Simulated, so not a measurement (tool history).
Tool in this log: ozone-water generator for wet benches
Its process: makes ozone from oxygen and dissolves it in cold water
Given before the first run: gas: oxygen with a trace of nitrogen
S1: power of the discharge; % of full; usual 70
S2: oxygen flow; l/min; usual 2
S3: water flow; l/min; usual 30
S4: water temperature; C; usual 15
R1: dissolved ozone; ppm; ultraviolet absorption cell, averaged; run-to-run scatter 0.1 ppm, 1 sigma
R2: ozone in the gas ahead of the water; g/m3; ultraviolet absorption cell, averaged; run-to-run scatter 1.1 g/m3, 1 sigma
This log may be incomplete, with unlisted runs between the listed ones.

run 1 hour=0 | S1=70 S2=2 S3=30 S4=15 | R1=8.7 R2=196.7
run 2 hour=49.7 | S1=70 S2=2 S3=30 S4=15 | R1=8.6 R2=197.9
run 3 hour=83.6 | S1=70 S2=2 S3=30 S4=13 | R1=8.5 R2=196.8
run 4 hour=110.2 | S1=70 S2=2 S3=30 S4=13 | R1=8.7 R2=195.2
run 5 hour=162 | S1=70 S2=2 S3=30 S4=13 | R1=8.5 R2=194.7
run 6 hour=193.3 | S1=70 S2=2 S3=30 S4=13 | R1=8.5 R2=197.4
-- hour=196.4 water thermometer calibrated
run 7 hour=232.9 | S1=70 S2=2 S3=30 S4=13 | R1=8.6 R2=195.9
run 8 hour=263 | S1=70 S2=2 S3=30 S4=13 | R1=8.5 R2=196.2
run 9 hour=318.2 | S1=70 S2=2 S3=30 S4=13 | R1=8.7 R2=197.2
-- hour=326.6 water thermometer calibrated, once more
run 10 hour=366.1 | S1=66 S2=2.97 S3=20 S4=13 | R1=13.3 R2=154.2
run 11 hour=401.2 | S1=41 S2=1.84 S3=26 S4=13 | R1=6.2 R2=130.5
run 12 hour=429.3 | S1=41 S2=1.84 S3=26 S4=13 | R1=6 R2=129.7
run 13 hour=480.9 | S1=61 S2=2 S3=30 S4=23 | R1=7.2 R2=174.5
run 14 hour=507.5 | S1=61 S2=2 S3=30 S4=23 | R1=7 R2=173.8
run 15 hour=531.4 | S1=61 S2=2 S3=30 S4=23 | R1=7.1 R2=174

Here are 3 independent what-if runs from the current tool condition. What would each one return?
run A hour=570.4 | S1=52 S2=1.38 S3=30 S4=23 | R1=? R2=?
run B hour=570.4 | S1=70 S2=2 S3=39 S4=15 | R1=? R2=?
run C hour=570.4 | S1=41 S2=2 S3=30 S4=23 | R1=? R2=?

run=A R1=5.5 R2=181.2
run=B R1=6.3 R2=195.3
run=C R1=5 R2=125.6
With the hidden condition removed and each run's random variation left untouched, the same runs would have given:
run=A R1=6.1 R2=189.6
run=B R1=7.1 R2=207.7
run=C R1=5.5 R2=129.7
